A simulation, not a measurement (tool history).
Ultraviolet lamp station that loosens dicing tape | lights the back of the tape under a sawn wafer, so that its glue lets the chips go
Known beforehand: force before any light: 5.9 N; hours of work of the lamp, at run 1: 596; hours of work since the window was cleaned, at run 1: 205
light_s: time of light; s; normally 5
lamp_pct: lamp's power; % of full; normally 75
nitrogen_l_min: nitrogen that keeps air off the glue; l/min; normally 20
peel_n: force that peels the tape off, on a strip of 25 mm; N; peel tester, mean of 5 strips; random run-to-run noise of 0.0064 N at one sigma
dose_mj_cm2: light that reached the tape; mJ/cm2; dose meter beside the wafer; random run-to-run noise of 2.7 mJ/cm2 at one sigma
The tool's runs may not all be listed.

run,day,light_s,lamp_pct,nitrogen_l_min,hours of work of the lamp,hours of work since the window was cleaned,peel_n,dose_mj_cm2
1,0,5,75,20,596,205,0.488,258
2,1.525,5,75,11,620,229,0.727,254
# day 2.033: window cleaned of glue's vapour
3,3.212,5,75,11,646,19,0.684,262
# day 4.862: lamp changed
4,5.621,5,75,20,12,56,0.209,363
5,7.925,5,75,20,48,92,0.233,355
6,9.746,5,75,20,77,121,0.235,357
7,11.446,5,75,20,104,148,0.253,352
8,14.429,5,75,31,151,195,0.194,336
9,16.533,5,75,20,184,228,0.274,319
# day 17.104: window cleaned of glue's vapour
10,19.546,5,75,20,232,39,0.278,333
11,21.658,5,75,30,265,72,0.204,326
12,23.508,5,75,20,294,101,0.297,321
13,25.538,5,75,20,326,133,0.31,313
14,27.042,5,75,20,350,157,0.337,303
15,30.133,5,75,20,399,206,0.359,288
# day 32.188: window cleaned of glue's vapour
16,32.358,5,83,20,434,3,0.272,337
17,34.625,4,68,31,470,39,0.543,211
18,36.979,3,92,7,507,76,1.338,203
19,40.012,3,92,7,555,124,1.419,197
20,42.792,3,75,20,599,168,1.185,155
21,45.396,5,90,13,640,209,0.475,299
# day 47.238: window cleaned of glue's vapour
# day 47.567: lamp changed
22,48.033,5,61,35,7,12,0.246,303
23,51.092,5,61,35,56,60,0.248,290
24,52.825,3,86,11,83,88,0.815,243
25,54.217,3,99,11,105,110,0.651,273
26,57.325,3,99,11,154,159,0.688,266
27,60.429,2,65,36,203,208,1.56,109
# day 62.254: window cleaned of glue's vapour
28,62.538,2,65,36,236,5,1.506,114
29,65.15,5,60,8,277,46,0.91,256

What if the next run were any one of these 3? Each begins from the tool's condition after run 29:
A,68.117,5,65,8,324,93,?,?
B,68.117,3,83,20,324,93,?,?
C,68.117,5,76,8,324,93,?,?

run,peel_n,dose_mj_cm2
A,0.811,272
B,0.765,206
C,0.619,320
With the hidden condition removed and each run's random variation left untouched, the same runs would have given:
run,peel_n,dose_mj_cm2
A,0.548,331
B,0.515,252
C,0.403,389

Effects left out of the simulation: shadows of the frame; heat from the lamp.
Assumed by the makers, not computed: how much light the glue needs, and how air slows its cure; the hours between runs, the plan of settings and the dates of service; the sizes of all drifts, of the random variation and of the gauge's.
